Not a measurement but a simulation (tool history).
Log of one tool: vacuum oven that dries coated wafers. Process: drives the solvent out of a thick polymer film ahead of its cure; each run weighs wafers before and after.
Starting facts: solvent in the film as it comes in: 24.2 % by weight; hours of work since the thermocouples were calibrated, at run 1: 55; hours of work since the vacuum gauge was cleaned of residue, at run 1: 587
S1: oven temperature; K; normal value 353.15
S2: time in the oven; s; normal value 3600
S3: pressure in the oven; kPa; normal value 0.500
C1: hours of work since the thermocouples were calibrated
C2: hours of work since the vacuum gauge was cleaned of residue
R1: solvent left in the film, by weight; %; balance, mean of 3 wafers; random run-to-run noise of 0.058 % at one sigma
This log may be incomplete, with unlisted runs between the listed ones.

run   hour      S1    S2     S3   C1   C2     R1
  1    0.0  353.15  3600  0.500   55  587   3.20
  2   12.7  353.15  2940  0.500   61  592   4.40
  3   31.4  353.15  2940  0.500   69  601   4.57
  4   53.9  353.15  2760  0.500   79  610   4.99
  5   74.9  353.15  3600  0.256   88  620   3.13
  6   91.1  353.15  3600  0.256   95  627   3.28
  7  109.6  353.15  3600  0.256  103  635   3.10
  8  134.1  353.15  3600  1.652  114  646   3.57
  9  160.4  353.15  3600  1.652  126  657   3.63
 10  177.9  353.15  3600  1.652  133  665   3.57
 11  200.4  353.15  3600  1.652  143  675   3.64
 12  222.1  353.15  3600  1.652  153  685   3.68
 13  235.9  353.15  3600  1.652  159  691   3.72
 14  248.2  353.15  3600  1.405  164  696   3.70
 15  270.2  353.15  3600  1.670  174  706   3.77
 16  283.5  343.15  3600  0.607  180  712   6.77
 17  304.4  344.15  4080  1.946  189  721   6.06
 18  316.5  339.15  2700  1.946  194  726  10.90
 19  340.4  350.15  2820  0.304  205  737   5.71
 20  352.4  350.15  2820  0.429  210  742   5.93
 21  367.6  368.15  3840  0.883  217  749   0.59
 22  380.0  368.15  3840  0.883  222  754   0.61
 23  392.6  360.15  3600  1.496  228  760   1.91
 24  406.3  351.15  2100  0.781  234  766   7.78
 25  421.3  353.15  3600  0.435  241  772   3.29
 26  446.2  353.15  3600  0.435  252  783   3.42
 27  470.4  340.15  4920  0.435  262  794   5.75
 28  492.6  349.15  3600  1.761  272  804   5.11
 29  517.9  349.15  3600  1.761  283  815   5.24
 30  542.9  353.15  2580  0.393  294  826   5.51

Below are 4 alternative next runs, each starting from the tool's condition after run 30. Predict each:
  A  556.1  343.15  2880  1.089  300  832   ?
  B  556.1  347.15  2580  0.393  300  832   ?
  C  556.1  353.15  4920  0.500  300  832   ?
  D  556.1  358.15  1860  0.541  300  832   ?

run    R1
  A  8.62
  B  7.73
  C  1.99
  D  6.08
Take away the tool's hidden state, keep each run's random variation, and the runs would have read:
run    R1
  A  8.08
  B  7.21
  C  1.65
  D  5.63

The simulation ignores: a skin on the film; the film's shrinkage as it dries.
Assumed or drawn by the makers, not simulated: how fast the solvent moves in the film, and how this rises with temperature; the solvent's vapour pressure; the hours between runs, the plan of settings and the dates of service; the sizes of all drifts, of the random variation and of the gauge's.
